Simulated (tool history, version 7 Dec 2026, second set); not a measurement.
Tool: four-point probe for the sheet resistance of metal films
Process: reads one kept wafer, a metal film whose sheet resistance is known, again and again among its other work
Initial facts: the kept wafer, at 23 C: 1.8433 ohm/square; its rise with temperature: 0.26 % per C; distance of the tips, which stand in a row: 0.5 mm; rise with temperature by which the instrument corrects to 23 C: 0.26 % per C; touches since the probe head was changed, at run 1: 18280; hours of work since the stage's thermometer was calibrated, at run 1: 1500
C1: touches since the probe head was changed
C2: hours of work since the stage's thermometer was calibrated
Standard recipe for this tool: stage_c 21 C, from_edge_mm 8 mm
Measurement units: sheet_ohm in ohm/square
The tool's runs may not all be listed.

run 1 day=0.000 | stage_c=21 from_edge_mm=8 | C1=18280 C2=1500 | sheet_ohm=1.837880
run 2 day=2.146 | stage_c=21 from_edge_mm=8 | C1=21568 C2=1537 | sheet_ohm=1.838665
-- day=4.588 stage's thermometer calibrated
run 3 day=5.733 | stage_c=21 from_edge_mm=8 | C1=27025 C2=20 | sheet_ohm=1.834904
run 4 day=10.200 | stage_c=21 from_edge_mm=8 | C1=33864 C2=99 | sheet_ohm=1.835101
run 5 day=13.525 | stage_c=21 from_edge_mm=8 | C1=38951 C2=157 | sheet_ohm=1.834057
run 6 day=18.342 | stage_c=28 from_edge_mm=8 | C1=46328 C2=242 | sheet_ohm=1.834121
run 7 day=23.296 | stage_c=28 from_edge_mm=43 | C1=53909 C2=329 | sheet_ohm=1.829264
run 8 day=27.654 | stage_c=21 from_edge_mm=8 | C1=60579 C2=406 | sheet_ohm=1.832453
run 9 day=31.758 | stage_c=21 from_edge_mm=8 | C1=66866 C2=478 | sheet_ohm=1.832224
run 10 day=35.954 | stage_c=21 from_edge_mm=8 | C1=73289 C2=552 | sheet_ohm=1.831188
run 11 day=40.671 | stage_c=24 from_edge_mm=4 | C1=80507 C2=635 | sheet_ohm=1.842831
run 12 day=45.100 | stage_c=22 from_edge_mm=26 | C1=87286 C2=713 | sheet_ohm=1.826585
run 13 day=47.738 | stage_c=30 from_edge_mm=71 | C1=91326 C2=760 | sheet_ohm=1.826147
run 14 day=52.017 | stage_c=18 from_edge_mm=37 | C1=97879 C2=835 | sheet_ohm=1.826182
run 15 day=55.483 | stage_c=33 from_edge_mm=4 | C1=103183 C2=896 | sheet_ohm=1.840854

5 ways to go on from here, each from the tool as it stands after run 15. What would each give?
run A day=59.708 | stage_c=34 from_edge_mm=5 | C1=109650 C2=970 | sheet_ohm=?
run B day=59.708 | stage_c=35 from_edge_mm=8 | C1=109650 C2=970 | sheet_ohm=?
run C day=59.708 | stage_c=29 from_edge_mm=24 | C1=109650 C2=970 | sheet_ohm=?
run D day=59.708 | stage_c=21 from_edge_mm=30 | C1=109650 C2=970 | sheet_ohm=?
run E day=59.708 | stage_c=24 from_edge_mm=4 | C1=109650 C2=970 | sheet_ohm=?

run=A sheet_ohm=1.834383
run=B sheet_ohm=1.828168
run=C sheet_ohm=1.825589
run=D sheet_ohm=1.824816
run=E sheet_ohm=1.839300
Without the tool's hidden state the same runs would have given:
run=A sheet_ohm=1.853044
run=B sheet_ohm=1.846775
run=C sheet_ohm=1.844146
run=D sheet_ohm=1.843329
run=E sheet_ohm=1.857962

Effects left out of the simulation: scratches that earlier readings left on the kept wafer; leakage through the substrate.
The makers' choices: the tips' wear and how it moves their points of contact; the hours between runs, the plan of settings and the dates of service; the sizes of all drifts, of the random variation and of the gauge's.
